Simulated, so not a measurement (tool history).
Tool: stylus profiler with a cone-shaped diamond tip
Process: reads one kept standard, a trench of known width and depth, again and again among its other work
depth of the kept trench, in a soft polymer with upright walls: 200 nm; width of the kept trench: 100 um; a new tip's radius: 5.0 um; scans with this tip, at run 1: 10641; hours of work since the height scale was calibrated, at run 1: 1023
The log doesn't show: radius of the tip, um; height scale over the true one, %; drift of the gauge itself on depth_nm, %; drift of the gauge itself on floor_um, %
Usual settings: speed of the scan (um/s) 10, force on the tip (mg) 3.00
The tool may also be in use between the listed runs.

| run | hour | speed of the scan (um/s) | force on the tip (mg) | scans with this tip | hours of work since the height scale was calibrated | depth of the trench (Å) | width of the trench's floor (nm) |
|---|---|---|---|---|---|---|---|
| 1 | 0.0 | 10 | 3.00 | 10641 | 1023 | 2019.8 | 95420 |
| 2 | 19.1 | 10 | 3.00 | 10800 | 1038 | 2019.6 | 95410 |
| 3 | 41.4 | 12 | 3.00 | 10984 | 1056 | 2019.9 | 95390 |
| 4 | 72.0 | 12 | 3.00 | 11238 | 1080 | 2020.0 | 95370 |
| 5 | 85.5 | 4 | 3.00 | 11350 | 1091 | 2019.8 | 95430 |
| 6 | 113.4 | 4 | 3.00 | 11581 | 1113 | 2020.1 | 95340 |
|  | 121.7 | new tip fitted, height scale calibrated |
| 7 | 133.7 | 4 | 3.00 | 99 | 10 | 2016.4 | 97140 |
| 8 | 162.4 | 10 | 3.00 | 336 | 32 | 2016.3 | 97020 |
| 9 | 186.9 | 10 | 3.00 | 539 | 52 | 2016.8 | 97080 |
| 10 | 201.9 | 10 | 3.00 | 664 | 64 | 2017.1 | 97050 |
| 11 | 216.0 | 6 | 8.80 | 781 | 75 | 2033.8 | 97020 |
| 12 | 245.6 | 13 | 6.61 | 1025 | 99 | 2027.8 | 97000 |
| 13 | 262.3 | 5 | 4.80 | 1164 | 112 | 2022.6 | 96930 |
| 14 | 282.2 | 10 | 8.55 | 1329 | 128 | 2033.2 | 96930 |
| 15 | 304.6 | 13 | 1.89 | 1514 | 146 | 2012.2 | 96880 |
| 16 | 321.3 | 11 | 1.25 | 1653 | 159 | 2009.8 | 96800 |
| 17 | 349.5 | 11 | 1.25 | 1887 | 181 | 2009.1 | 96780 |
| 18 | 379.1 | 11 | 1.82 | 2132 | 205 | 2012.3 | 96700 |
| 19 | 398.7 | 14 | 3.30 | 2294 | 221 | 2017.9 | 96700 |
| 20 | 423.0 | 14 | 3.30 | 2496 | 240 | 2018.3 | 96660 |

5 ways to go on from here, each from the tool as it stands after run 20. What would each give?
| A | 445.8 | 33 | 1.58 | 2685 | 258 | ? | ? |
| B | 445.8 | 14 | 7.12 | 2685 | 258 | ? | ? |
| C | 445.8 | 21 | 7.32 | 2685 | 258 | ? | ? |
| D | 445.8 | 14 | 3.09 | 2685 | 258 | ? | ? |
| E | 445.8 | 23 | 7.48 | 2685 | 258 | ? | ? |

| run | depth of the trench (Å) | width of the trench's floor (nm) |
|---|---|---|
| A | 2012.0 | 96580 |
| B | 2029.5 | 96700 |
| C | 2030.1 | 96630 |
| D | 2017.5 | 96660 |
| E | 2031.0 | 96610 |
Without the tool's hidden state the same runs would have given:
| run | depth of the trench (Å) | width of the trench's floor (nm) |
|---|---|---|
| A | 2011.3 | 97110 |
| B | 2028.9 | 97230 |
| C | 2029.5 | 97150 |
| D | 2016.9 | 97190 |
| E | 2030.4 | 97130 |
